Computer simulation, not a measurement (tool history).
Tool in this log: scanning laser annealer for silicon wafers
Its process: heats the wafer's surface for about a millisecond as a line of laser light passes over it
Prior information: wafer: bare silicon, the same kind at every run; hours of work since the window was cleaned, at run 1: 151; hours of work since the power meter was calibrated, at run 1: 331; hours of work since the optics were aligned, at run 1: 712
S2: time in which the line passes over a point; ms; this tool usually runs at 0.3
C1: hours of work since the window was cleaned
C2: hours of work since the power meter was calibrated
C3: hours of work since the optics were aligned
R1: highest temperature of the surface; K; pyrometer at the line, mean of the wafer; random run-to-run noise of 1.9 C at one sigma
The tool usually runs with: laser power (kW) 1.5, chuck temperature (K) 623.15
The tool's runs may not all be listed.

run 1 hour=0 | laser_power_(kW)=1.5 S2=0.3 chuck_temperature_(K)=623.15 | C1=151 C2=331 C3=712 | R1=1446.15
run 2 hour=11.1 | laser_power_(kW)=1.5 S2=0.3 chuck_temperature_(K)=623.15 | C1=157 C2=337 C3=718 | R1=1444.15
run 3 hour=21.3 | laser_power_(kW)=1.5 S2=0.3 chuck_temperature_(K)=623.15 | C1=162 C2=342 C3=724 | R1=1445.15
run 4 hour=29.3 | laser_power_(kW)=1.5 S2=0.3 chuck_temperature_(K)=623.15 | C1=166 C2=346 C3=728 | R1=1447.15
run 5 hour=46.9 | laser_power_(kW)=1.5 S2=0.3 chuck_temperature_(K)=623.15 | C1=176 C2=356 C3=737 | R1=1444.15
run 6 hour=61 | laser_power_(kW)=1.5 S2=0.3 chuck_temperature_(K)=623.15 | C1=183 C2=363 C3=745 | R1=1444.15
run 7 hour=73.3 | laser_power_(kW)=1.5 S2=0.3 chuck_temperature_(K)=623.15 | C1=190 C2=370 C3=751 | R1=1441.15
run 8 hour=82.3 | laser_power_(kW)=1.5 S2=0.3 chuck_temperature_(K)=623.15 | C1=195 C2=375 C3=756 | R1=1442.15
run 9 hour=94.5 | laser_power_(kW)=1.33 S2=0.3 chuck_temperature_(K)=623.15 | C1=201 C2=381 C3=763 | R1=1325.15
-- hour=100.2 optics aligned, line set to its width
run 10 hour=116.2 | laser_power_(kW)=1.33 S2=0.3 chuck_temperature_(K)=623.15 | C1=210 C2=390 C3=9 | R1=1319.15

The next listed run, before its measurement:
run 11 hour=133.7 | laser_power_(kW)=1.537 S2=0.3 chuck_temperature_(K)=628.15 | C1=220 C2=399 C3=18 | R1=?

R1: 1463.15 K
The same run, on a tool lacking any hidden state, would have yielded R1 1500.15 K.
